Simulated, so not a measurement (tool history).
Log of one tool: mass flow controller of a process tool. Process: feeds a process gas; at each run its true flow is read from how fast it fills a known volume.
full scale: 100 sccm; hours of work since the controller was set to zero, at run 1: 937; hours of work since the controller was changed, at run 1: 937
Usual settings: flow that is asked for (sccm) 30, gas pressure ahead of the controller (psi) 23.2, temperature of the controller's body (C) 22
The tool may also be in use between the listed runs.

| run | hour | flow that is asked for (sccm) | gas pressure ahead of the controller (psi) | temperature of the controller's body (C) | hours of work since the controller was set to zero | hours of work since the controller was changed | true flow (%) |
|---|---|---|---|---|---|---|---|
| 1 | 0.0 | 30 | 23.2 | 22 | 937 | 937 | 99.13 |
| 2 | 150.4 | 30 | 23.2 | 22 | 1022 | 1022 | 99.47 |
| 3 | 267.6 | 30 | 23.2 | 22 | 1089 | 1089 | 99.52 |
| 4 | 367.8 | 30 | 23.2 | 22 | 1145 | 1145 | 99.65 |
| 5 | 440.6 | 30 | 23.2 | 22 | 1187 | 1187 | 99.85 |
| 6 | 564.0 | 30 | 23.2 | 22 | 1257 | 1257 | 99.83 |
| 7 | 706.2 | 58 | 23.2 | 22 | 1337 | 1337 | 100.53 |
| 8 | 796.2 | 58 | 23.2 | 22 | 1388 | 1388 | 100.64 |
| 9 | 903.7 | 58 | 23.2 | 22 | 1449 | 1449 | 100.76 |
| 10 | 990.4 | 50 | 20.9 | 27 | 1498 | 1498 | 100.44 |
| 11 | 1109.9 | 28 | 31.8 | 37 | 1566 | 1566 | 99.29 |
| 12 | 1180.9 | 88 | 31.8 | 38 | 1606 | 1606 | 100.40 |
| 13 | 1274.8 | 88 | 31.5 | 38 | 1660 | 1660 | 100.53 |
| 14 | 1393.6 | 88 | 31.5 | 38 | 1727 | 1727 | 100.66 |
| 15 | 1499.6 | 88 | 31.5 | 38 | 1787 | 1787 | 100.72 |
| 16 | 1606.5 | 11 | 23.2 | 22 | 1848 | 1848 | 100.73 |
| 17 | 1753.5 | 14 | 20.5 | 40 | 1931 | 1931 | 100.28 |
| 18 | 1889.8 | 14 | 20.5 | 40 | 2008 | 2008 | 100.36 |

4 ways to go on from here, each from the tool as it stands after run 18. What would each give?
| A | 1982.8 | 30 | 37.1 | 30 | 2061 | 2061 | ? |
| B | 1982.8 | 67 | 26.0 | 31 | 2061 | 2061 | ? |
| C | 1982.8 | 39 | 33.8 | 22 | 2061 | 2061 | ? |
| D | 1982.8 | 14 | 31.2 | 40 | 2061 | 2061 | ? |

| run | true flow (%) |
|---|---|
| A | 100.31 |
| B | 101.63 |
| C | 101.16 |
| D | 99.92 |
Without the tool's hidden state the same runs would have given:
| run | true flow (%) |
|---|---|
| A | 98.06 |
| B | 99.36 |
| C | 98.90 |
| D | 97.67 |
